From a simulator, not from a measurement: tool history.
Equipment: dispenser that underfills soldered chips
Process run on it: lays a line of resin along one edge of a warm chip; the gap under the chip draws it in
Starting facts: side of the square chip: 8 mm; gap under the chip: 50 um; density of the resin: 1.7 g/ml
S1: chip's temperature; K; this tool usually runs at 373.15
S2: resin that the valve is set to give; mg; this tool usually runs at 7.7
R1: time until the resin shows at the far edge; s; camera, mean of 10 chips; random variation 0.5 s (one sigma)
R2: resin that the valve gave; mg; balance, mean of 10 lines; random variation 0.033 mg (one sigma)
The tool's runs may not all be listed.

Run 1, hour 0: usual settings. Result: R1 53.2 s, R2 7.52 mg.
Run 2, hour 2.3: usual settings. Result: R1 60.5 s, R2 7.51 mg.
At hour 4.9: new syringe of resin.
Run 3, hour 5.8: usual settings. Result: R1 42.2 s, R2 7.51 mg.
Run 4, hour 8.1: usual settings. Result: R1 46.9 s, R2 7.53 mg.
Run 5, hour 10.5: usual settings. Result: R1 53 s, R2 7.5 mg.
Run 6, hour 14.8: usual settings. Result: R1 65.7 s, R2 7.49 mg.
At hour 15.7: new syringe of resin.
Run 7, hour 17.5: usual settings. Result: R1 43.2 s, R2 7.43 mg.
Run 8, hour 22.5: usual settings but S1 362.15 K. Result: R1 84.7 s, R2 7.45 mg.
At hour 26.6: new syringe of resin.
Run 9, hour 27.9: usual settings but S2 8.72 mg. Result: R1 42.8 s, R2 8.41 mg.
Run 10, hour 32.3: usual settings. Result: R1 52.7 s, R2 7.42 mg.
At hour 33.7: dispensing valve cleaned and set on the balance.
Run 11, hour 37.2: usual settings. Result: R1 62.5 s, R2 7.68 mg.
At hour 38.7: new syringe of resin.
Run 12, hour 39.7: usual settings. Result: R1 42.5 s, R2 7.68 mg.
Run 13, hour 45: usual settings but S2 8.5 mg. Result: R1 53.6 s, R2 8.37 mg.
Run 14, hour 47.3: usual settings. Result: R1 61.5 s, R2 7.64 mg.
At hour 49.6: new syringe of resin.
Run 15, hour 50.7: usual settings but S2 7.88 mg. Result: R1 42 s, R2 7.88 mg.
Run 16, hour 55.4: usual settings. Result: R1 52.9 s, R2 7.58 mg.
Run 17, hour 57.6: usual settings. Result: R1 59.2 s, R2 7.6 mg.
At hour 60.7: new syringe of resin.
Run 18, hour 63: usual settings. Result: R1 45.4 s, R2 7.67 mg.
Run 19, hour 66.6: usual settings but S1 384.15 K, S2 8.05 mg. Result: R1 36 s, R2 7.91 mg.
At hour 71.8: new syringe of resin.
Run 20, hour 71.8: usual settings but S1 384.15 K, S2 8.05 mg. Result: R1 26.6 s, R2 7.91 mg.
Run 21, hour 74.9: usual settings but S1 387.15 K, S2 8.63 mg. Result: R1 27.2 s, R2 8.51 mg.
Run 22, hour 79.7: usual settings but S1 371.15 K, S2 7.06 mg. Result: R1 64.5 s, R2 6.95 mg.
At hour 82.7: new syringe of resin.
Run 23, hour 83.4: usual settings but S1 371.15 K, S2 7.06 mg. Result: R1 44.4 s, R2 6.99 mg.
Run 24, hour 88.5: usual settings but S1 374.15 K, S2 7.02 mg. Result: R1 51.9 s, R2 6.92 mg.
Run 25, hour 91.3: usual settings but S2 6.89 mg. Result: R1 62.6 s, R2 6.8 mg.
At hour 93.9: new syringe of resin.
Run 26, hour 94.7: usual settings but S2 6.89 mg. Result: R1 42.7 s, R2 6.78 mg.
Run 27, hour 97.7: usual settings but S1 385.15 K. Result: R1 31.5 s, R2 7.49 mg.
Run 28, hour 103: usual settings but S1 367.15 K, S2 6.97 mg. Result: R1 83.2 s, R2 6.84 mg.
At hour 104.9: new syringe of resin.
Run 29, hour 107.5: usual settings but S1 383.15 K, S2 8.25 mg. Result: R1 31.1 s, R2 8.04 mg.
Run 30, hour 110.8: usual settings but S1 376.15 K, S2 8.59 mg. Result: R1 46.5 s, R2 8.39 mg.
At hour 115.9: new syringe of resin.
Run 31, hour 116: usual settings but S1 365.15 K, S2 7.09 mg. Result: R1 55.2 s, R2 6.93 mg.
Run 32, hour 119.2: usual settings but S1 370.15 K, S2 7.92 mg. Result: R1 50.4 s, R2 7.72 mg.
Run 33, hour 122.1: usual settings but S1 375.15 K. Result: R1 50.1 s, R2 7.48 mg.
Run 34, hour 126.2: usual settings but S1 380.15 K, S2 6.71 mg. Result: R1 53.3 s, R2 6.5 mg.
At hour 126.9: new syringe of resin.
Run 35, hour 131.9: usual settings but S1 380.15 K, S2 6.71 mg. Result: R1 40.6 s, R2 6.52 mg.

Forecast each of these 5 alternatives for the next run:
At hour 135.5: dispensing valve cleaned and set on the balance.
Run A, hour 135.9: usual settings but S1 372.15 K, S2 7.85 mg. Result: R1 ?, R2 ?.
At hour 135.5: dispensing valve cleaned and set on the balance.
Run B, hour 135.9: usual settings but S1 386.15 K, S2 8.79 mg. Result: R1 ?, R2 ?.
At hour 135.5: dispensing valve cleaned and set on the balance.
Run C, hour 135.9: usual settings but S1 358.15 K, S2 8.98 mg. Result: R1 ?, R2 ?.
At hour 135.5: dispensing valve cleaned and set on the balance.
Run D, hour 135.9: usual settings but S1 370.15 K, S2 6.86 mg. Result: R1 ?, R2 ?.
At hour 135.5: dispensing valve cleaned and set on the balance.
Run E, hour 135.9: usual settings but S1 380.15 K. Result: R1 ?, R2 ?.

run    R1    R2
  A  60.5  7.83
  B  35.3  8.78
  C   102  8.99
  D  66.9  6.96
  E  45.2  7.65
With no hidden state in the tool, these same runs would have given:
run    R1    R2
  A  42.2  7.81
  B  24.6  8.76
  C  71.1  8.97
  D  46.6  6.95
  E  31.6  7.64
